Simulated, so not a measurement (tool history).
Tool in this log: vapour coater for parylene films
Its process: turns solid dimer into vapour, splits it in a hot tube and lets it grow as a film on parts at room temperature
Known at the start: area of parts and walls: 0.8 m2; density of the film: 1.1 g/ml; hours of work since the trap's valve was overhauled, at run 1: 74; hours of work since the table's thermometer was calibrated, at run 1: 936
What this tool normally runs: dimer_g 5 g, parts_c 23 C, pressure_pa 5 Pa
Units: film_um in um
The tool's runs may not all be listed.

| run | hour | dimer_g | parts_c | pressure_pa | hours of work since the trap's valve was overhauled | hours of work since the table's thermometer was calibrated | film_um |
|---|---|---|---|---|---|---|---|
| 1 | 0 | 5 | 23 | 5 | 74 | 936 | 4.01 |
| 2 | 20 | 5 | 23 | 5 | 85 | 946 | 3.99 |
| 3 | 41.5 | 5 | 23 | 5 | 96 | 958 | 3.98 |
| 4 | 75.5 | 5 | 23 | 5 | 114 | 975 | 4 |
| 5 | 108.1 | 5 | 23 | 5 | 131 | 992 | 3.96 |
| 6 | 129.7 | 5 | 23 | 5 | 142 | 1003 | 3.94 |
| 7 | 153.8 | 5 | 23 | 5 | 154 | 1016 | 3.91 |
| 8 | 195.7 | 5 | 23 | 5 | 176 | 1038 | 3.92 |
| 9 | 218.5 | 5 | 17 | 5 | 188 | 1050 | 4.3 |
| 10 | 257 | 8 | 23 | 5 | 208 | 1070 | 6.18 |
| 11 | 281.7 | 8 | 23 | 5 | 221 | 1083 | 6.27 |
| 12 | 325.5 | 8 | 23 | 5 | 244 | 1106 | 6.19 |
| 13 | 344.9 | 8 | 23 | 5 | 254 | 1116 | 6.18 |
| 14 | 377.2 | 5 | 26 | 5 | 271 | 1132 | 3.67 |
| 15 | 405.1 | 5 | 23 | 5 | 285 | 1147 | 3.82 |
| 16 | 444.1 | 5 | 23 | 4.51 | 306 | 1167 | 3.87 |
| 17 | 480.1 | 5 | 23 | 4.51 | 324 | 1186 | 3.86 |
| 18 | 521.1 | 5 | 23 | 4.51 | 346 | 1208 | 3.88 |
| 19 | 553.2 | 5 | 23 | 4.51 | 362 | 1224 | 3.83 |
|  | 557.2 | table's thermometer calibrated |
| 20 | 573.2 | 5 | 23 | 4.51 | 372 | 8 | 3.88 |
| 21 | 601 | 5 | 23 | 4.51 | 387 | 23 | 3.86 |
| 22 | 635.1 | 5 | 29 | 10.49 | 405 | 41 | 3.01 |
| 23 | 665.6 | 8 | 18 | 10.49 | 421 | 56 | 5.69 |
|  | 675.6 | table's thermometer calibrated, once more |
| 24 | 709.9 | 5 | 21 | 4.51 | 443 | 18 | 3.88 |
| 25 | 733.3 | 4 | 21 | 9.49 | 455 | 30 | 2.72 |
|  | 764.4 | trap's valve overhauled |
| 26 | 768.3 | 4 | 21 | 9.49 | 2 | 46 | 2.93 |
| 27 | 812.9 | 4 | 21 | 9.49 | 25 | 69 | 2.92 |
| 28 | 848 | 3 | 20 | 6.47 | 44 | 88 | 2.39 |
| 29 | 869.8 | 2 | 23 | 11.86 | 55 | 99 | 1.37 |

Forecast each of these 4 alternatives for the next run:
| A | 891.5 | 6 | 18 | 3.21 | 66 | 110 | ? |
| B | 891.5 | 3 | 17 | 2.5 | 66 | 110 | ? |
| C | 891.5 | 5 | 23 | 5 | 66 | 110 | ? |
| D | 891.5 | 5 | 16 | 2.92 | 66 | 110 | ? |

| run | film_um |
|---|---|
| A | 5.64 |
| B | 2.98 |
| C | 3.96 |
| D | 4.89 |
What these runs would have given with no unlogged condition in the tool:
| run | film_um |
|---|---|
| A | 5.71 |
| B | 3.01 |
| C | 4.01 |
| D | 4.95 |

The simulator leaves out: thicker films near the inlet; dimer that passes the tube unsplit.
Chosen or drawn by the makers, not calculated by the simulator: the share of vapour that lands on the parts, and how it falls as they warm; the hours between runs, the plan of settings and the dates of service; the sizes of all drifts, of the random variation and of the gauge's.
